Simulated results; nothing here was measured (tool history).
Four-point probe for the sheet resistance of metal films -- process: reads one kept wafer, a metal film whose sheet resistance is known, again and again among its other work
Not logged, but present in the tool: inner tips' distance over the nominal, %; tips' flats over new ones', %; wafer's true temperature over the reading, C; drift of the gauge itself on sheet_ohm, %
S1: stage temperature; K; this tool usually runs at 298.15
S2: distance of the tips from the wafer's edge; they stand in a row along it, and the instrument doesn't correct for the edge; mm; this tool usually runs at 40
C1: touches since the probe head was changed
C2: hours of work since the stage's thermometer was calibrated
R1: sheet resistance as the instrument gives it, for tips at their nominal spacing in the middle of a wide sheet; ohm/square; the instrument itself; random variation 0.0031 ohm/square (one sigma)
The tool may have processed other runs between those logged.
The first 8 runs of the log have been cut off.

| run | day | S1 | S2 | C1 | C2 | R1 |
|---|---|---|---|---|---|---|
| 9 | 3.692 | 298.15 | 40 | 6031 | 617 | 15.303367 |
| 10 | 4.188 | 302.15 | 40 | 6239 | 622 | 15.330226 |
| 11 | 4.550 | 298.15 | 28 | 6391 | 626 | 15.315808 |
| 12 | 5.054 | 298.15 | 28 | 6604 | 632 | 15.313602 |
| 13 | 5.371 | 298.15 | 28 | 6736 | 636 | 15.310492 |
| 14 | 5.821 | 298.15 | 28 | 6924 | 641 | 15.310717 |
| 15 | 6.238 | 298.15 | 28 | 7098 | 645 | 15.310734 |
| 16 | 6.575 | 298.15 | 28 | 7241 | 649 | 15.314187 |
| 17 | 7.112 | 298.15 | 28 | 7467 | 655 | 15.307502 |
| 18 | 7.408 | 298.15 | 28 | 7590 | 658 | 15.309976 |
| 19 | 7.833 | 300.15 | 4 | 7768 | 663 | 16.093440 |
| 20 | 8.262 | 306.15 | 40 | 7949 | 668 | 15.356323 |
|  | 8.333 | stage's thermometer calibrated |
| 21 | 8.658 | 306.15 | 40 | 8106 | 4 | 15.361234 |
| 22 | 9.071 | 300.15 | 40 | 8279 | 8 | 15.318247 |
| 23 | 9.625 | 300.15 | 40 | 8510 | 14 | 15.322914 |
|  | 10.012 | stage's thermometer calibrated, once more |
| 24 | 10.033 | 298.15 | 45 | 8674 | 0 | 15.282969 |
| 25 | 10.358 | 298.15 | 45 | 8810 | 4 | 15.291460 |
| 26 | 10.762 | 298.15 | 45 | 8979 | 8 | 15.291670 |
| 27 | 11.396 | 298.15 | 45 | 9246 | 16 | 15.283219 |
| 28 | 11.912 | 297.15 | 3 | 9463 | 21 | 16.602989 |
| 29 | 12.438 | 297.15 | 3 | 9681 | 27 | 16.601596 |
| 30 | 13.029 | 297.15 | 3 | 9930 | 34 | 16.607439 |
| 31 | 13.671 | 303.15 | 8 | 10200 | 41 | 15.519338 |
| 32 | 14.171 | 303.15 | 8 | 10409 | 47 | 15.517302 |
| 33 | 14.608 | 303.15 | 8 | 10592 | 51 | 15.518270 |

Predict each of these 3 candidate next runs independently; none follows another, all start after run 33:
| A | 15.196 | 292.15 | 64 | 10839 | 58 | ? |
| B | 15.196 | 292.15 | 45 | 10839 | 58 | ? |
| C | 15.196 | 298.15 | 16 | 10839 | 58 | ? |

| run | R1 |
|---|---|
| A | 15.239921 |
| B | 15.242797 |
| C | 15.328355 |
Without the tool's unlogged condition, the same runs would have read:
| run | R1 |
|---|---|
| A | 15.284745 |
| B | 15.287630 |
| C | 15.373399 |
